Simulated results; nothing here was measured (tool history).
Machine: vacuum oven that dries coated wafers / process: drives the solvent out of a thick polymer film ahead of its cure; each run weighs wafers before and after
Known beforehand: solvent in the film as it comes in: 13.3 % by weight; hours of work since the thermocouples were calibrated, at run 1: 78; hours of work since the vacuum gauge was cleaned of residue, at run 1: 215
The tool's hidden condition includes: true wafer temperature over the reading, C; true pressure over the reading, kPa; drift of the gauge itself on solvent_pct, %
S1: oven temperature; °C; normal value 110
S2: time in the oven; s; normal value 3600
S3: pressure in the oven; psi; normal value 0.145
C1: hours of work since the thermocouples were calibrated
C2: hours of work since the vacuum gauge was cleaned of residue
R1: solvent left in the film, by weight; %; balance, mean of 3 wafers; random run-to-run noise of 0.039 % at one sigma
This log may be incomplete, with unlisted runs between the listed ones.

run 1 hour=0 | S1=110 S2=3600 S3=0.145 | C1=78 C2=215 | R1=2.2
run 2 hour=14.7 | S1=110 S2=3600 S3=0.145 | C1=84 C2=221 | R1=2.18
run 3 hour=34.3 | S1=110 S2=3600 S3=0.145 | C1=92 C2=228 | R1=2.21
run 4 hour=54.1 | S1=110 S2=3600 S3=0.083 | C1=100 C2=236 | R1=2.12
run 5 hour=68.7 | S1=110 S2=3600 S3=0.083 | C1=106 C2=242 | R1=2.14
run 6 hour=89.4 | S1=110 S2=3600 S3=0.083 | C1=114 C2=251 | R1=2.01
run 7 hour=105.4 | S1=110 S2=3600 S3=0.083 | C1=120 C2=257 | R1=2.04
run 8 hour=121.9 | S1=110 S2=4140 S3=0.145 | C1=127 C2=264 | R1=1.79
run 9 hour=135.6 | S1=110 S2=4140 S3=0.145 | C1=132 C2=269 | R1=1.82
run 10 hour=156.8 | S1=110 S2=4140 S3=0.145 | C1=141 C2=277 | R1=1.86
run 11 hour=169.1 | S1=110 S2=4140 S3=0.145 | C1=146 C2=282 | R1=1.85
run 12 hour=187.8 | S1=110 S2=3600 S3=0.213 | C1=153 C2=290 | R1=2.38
run 13 hour=210.4 | S1=110 S2=3600 S3=0.213 | C1=162 C2=299 | R1=2.48
run 14 hour=220 | S1=110 S2=3600 S3=0.145 | C1=166 C2=303 | R1=2.23
run 15 hour=230.9 | S1=117 S2=3600 S3=0.145 | C1=170 C2=307 | R1=1.37
run 16 hour=250.1 | S1=117 S2=3600 S3=0.145 | C1=178 C2=315 | R1=1.29
run 17 hour=261.6 | S1=117 S2=3600 S3=0.145 | C1=183 C2=319 | R1=1.36
run 18 hour=282.4 | S1=110 S2=2640 S3=0.145 | C1=191 C2=328 | R1=3.36
run 19 hour=301.4 | S1=110 S2=2640 S3=0.145 | C1=199 C2=335 | R1=3.27
run 20 hour=311.8 | S1=110 S2=2640 S3=0.145 | C1=203 C2=339 | R1=3.26
run 21 hour=325.4 | S1=110 S2=2640 S3=0.145 | C1=208 C2=345 | R1=3.29
run 22 hour=337.3 | S1=110 S2=2640 S3=0.145 | C1=213 C2=350 | R1=3.27
run 23 hour=346.7 | S1=110 S2=2640 S3=0.145 | C1=217 C2=353 | R1=3.19
run 24 hour=357.6 | S1=110 S2=2640 S3=0.145 | C1=221 C2=358 | R1=3.24
run 25 hour=373.8 | S1=110 S2=2640 S3=0.145 | C1=228 C2=364 | R1=3.21
run 26 hour=387.7 | S1=96 S2=4920 S3=0.103 | C1=233 C2=370 | R1=3.28
run 27 hour=404 | S1=96 S2=4920 S3=0.103 | C1=240 C2=376 | R1=3.29
run 28 hour=423.8 | S1=100 S2=4380 S3=0.152 | C1=248 C2=384 | R1=3.17
run 29 hour=435.3 | S1=102 S2=3600 S3=0.158 | C1=252 C2=389 | R1=3.6
run 30 hour=453.4 | S1=102 S2=3600 S3=0.158 | C1=259 C2=396 | R1=3.54
run 31 hour=475 | S1=116 S2=3600 S3=0.16 | C1=268 C2=405 | R1=1.52
run 32 hour=497.8 | S1=110 S2=3540 S3=0.081 | C1=277 C2=414 | R1=2.04
run 33 hour=520.5 | S1=110 S2=3600 S3=0.142 | C1=286 C2=423 | R1=2.15
run 34 hour=539.6 | S1=96 S2=3600 S3=0.335 | C1=294 C2=431 | R1=5.33
run 35 hour=554.5 | S1=96 S2=3600 S3=0.335 | C1=300 C2=437 | R1=5.39
run 36 hour=572.8 | S1=107 S2=3600 S3=0.117 | C1=307 C2=444 | R1=2.58
run 37 hour=583.5 | S1=110 S2=5580 S3=0.181 | C1=312 C2=448 | R1=1.25
run 38 hour=598.1 | S1=110 S2=5580 S3=0.181 | C1=317 C2=454 | R1=1.29
run 39 hour=614.2 | S1=119 S2=3960 S3=0.145 | C1=324 C2=460 | R1=1
run 40 hour=629.1 | S1=119 S2=3960 S3=0.145 | C1=330 C2=466 | R1=0.96
run 41 hour=646.9 | S1=119 S2=3180 S3=0.145 | C1=337 C2=474 | R1=1.37
run 42 hour=656.8 | S1=110 S2=2220 S3=0.091 | C1=341 C2=478 | R1=3.74
run 43 hour=671.4 | S1=110 S2=4020 S3=0.091 | C1=347 C2=483 | R1=1.71
run 44 hour=690.2 | S1=110 S2=3600 S3=0.315 | C1=354 C2=491 | R1=2.76
run 45 hour=709.2 | S1=110 S2=3600 S3=0.315 | C1=362 C2=499 | R1=2.69
run 46 hour=721.2 | S1=102 S2=3120 S3=0.386 | C1=367 C2=503 | R1=4.86
run 47 hour=739.8 | S1=102 S2=3120 S3=0.497 | C1=374 C2=511 | R1=5.18

4 ways to go on from here, each from the tool as it stands after run 47. What would each give?
run A hour=754.5 | S1=106 S2=4560 S3=0.241 | C1=380 C2=517 | R1=?
run B hour=754.5 | S1=120 S2=3480 S3=0.197 | C1=380 C2=517 | R1=?
run C hour=754.5 | S1=102 S2=5100 S3=0.145 | C1=380 C2=517 | R1=?
run D hour=754.5 | S1=110 S2=3600 S3=0.145 | C1=380 C2=517 | R1=?

run=A R1=2.42
run=B R1=1.22
run=C R1=2.32
run=D R1=2.14
Take away the tool's hidden state, keep each run's random variation, and the runs would have read:
run=A R1=2.59
run=B R1=1.32
run=C R1=2.49
run=D R1=2.3

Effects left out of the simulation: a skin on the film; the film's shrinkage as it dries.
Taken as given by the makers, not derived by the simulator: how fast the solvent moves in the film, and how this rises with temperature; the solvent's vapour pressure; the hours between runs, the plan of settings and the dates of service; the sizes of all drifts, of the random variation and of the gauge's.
